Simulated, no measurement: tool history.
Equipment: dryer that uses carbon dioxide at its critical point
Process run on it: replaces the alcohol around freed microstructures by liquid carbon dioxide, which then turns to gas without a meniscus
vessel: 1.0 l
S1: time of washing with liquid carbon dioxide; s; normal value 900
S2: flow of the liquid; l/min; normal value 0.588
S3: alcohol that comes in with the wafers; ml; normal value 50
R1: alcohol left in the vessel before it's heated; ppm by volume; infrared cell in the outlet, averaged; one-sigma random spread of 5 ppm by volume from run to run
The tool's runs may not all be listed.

run 1 day=0 | S1=900 S2=0.588 S3=50 | R1=67
run 2 day=2.15 | S1=900 S2=0.588 S3=50 | R1=76
run 3 day=3.404 | S1=900 S2=0.588 S3=50 | R1=75
run 4 day=5.646 | S1=900 S2=0.588 S3=50 | R1=80
run 5 day=7.029 | S1=900 S2=0.661 S3=50 | R1=62
run 6 day=8.4 | S1=900 S2=0.661 S3=50 | R1=59
run 7 day=11.25 | S1=900 S2=0.661 S3=50 | R1=76
run 8 day=12.517 | S1=900 S2=0.661 S3=50 | R1=70
run 9 day=13.75 | S1=900 S2=0.661 S3=50 | R1=86
run 10 day=15.15 | S1=900 S2=0.661 S3=50 | R1=84
run 11 day=18.025 | S1=900 S2=0.661 S3=50 | R1=83
run 12 day=20.25 | S1=900 S2=0.661 S3=50 | R1=96
run 13 day=23.025 | S1=900 S2=0.588 S3=50 | R1=119
run 14 day=24.425 | S1=900 S2=0.588 S3=50 | R1=117
run 15 day=26.721 | S1=900 S2=0.588 S3=50 | R1=134
run 16 day=28.8 | S1=1260 S2=0.588 S3=88 | R1=104
run 17 day=31.375 | S1=900 S2=0.929 S3=59 | R1=103
run 18 day=34.346 | S1=900 S2=0.588 S3=80 | R1=172
run 19 day=37.258 | S1=900 S2=0.588 S3=80 | R1=172
run 20 day=39.938 | S1=900 S2=0.588 S3=80 | R1=183
run 21 day=42.579 | S1=1140 S2=0.519 S3=72 | R1=138
run 22 day=45.1 | S1=660 S2=0.532 S3=44 | R1=456
run 23 day=46.808 | S1=660 S2=0.532 S3=44 | R1=454
run 24 day=48.579 | S1=840 S2=0.537 S3=50 | R1=231
run 25 day=50.812 | S1=660 S2=0.537 S3=21 | R1=286
run 26 day=53.012 | S1=1020 S2=0.436 S3=33 | R1=221

Withheld: 1 entry from between the runs. Position of each, and hidden state at the listed run before versus the listed run after:
Run 20 -> run 21: inlet filter changed (day 42.554)
  flow that reaches the vessel past the clogged filter, %: 93.5 -> 99.6; alcohol in the recycled carbon dioxide, ppm: 112.7 -> 117.8
  measured result minus the result with no hidden state, R1: +137 -> +115 ppm by volume
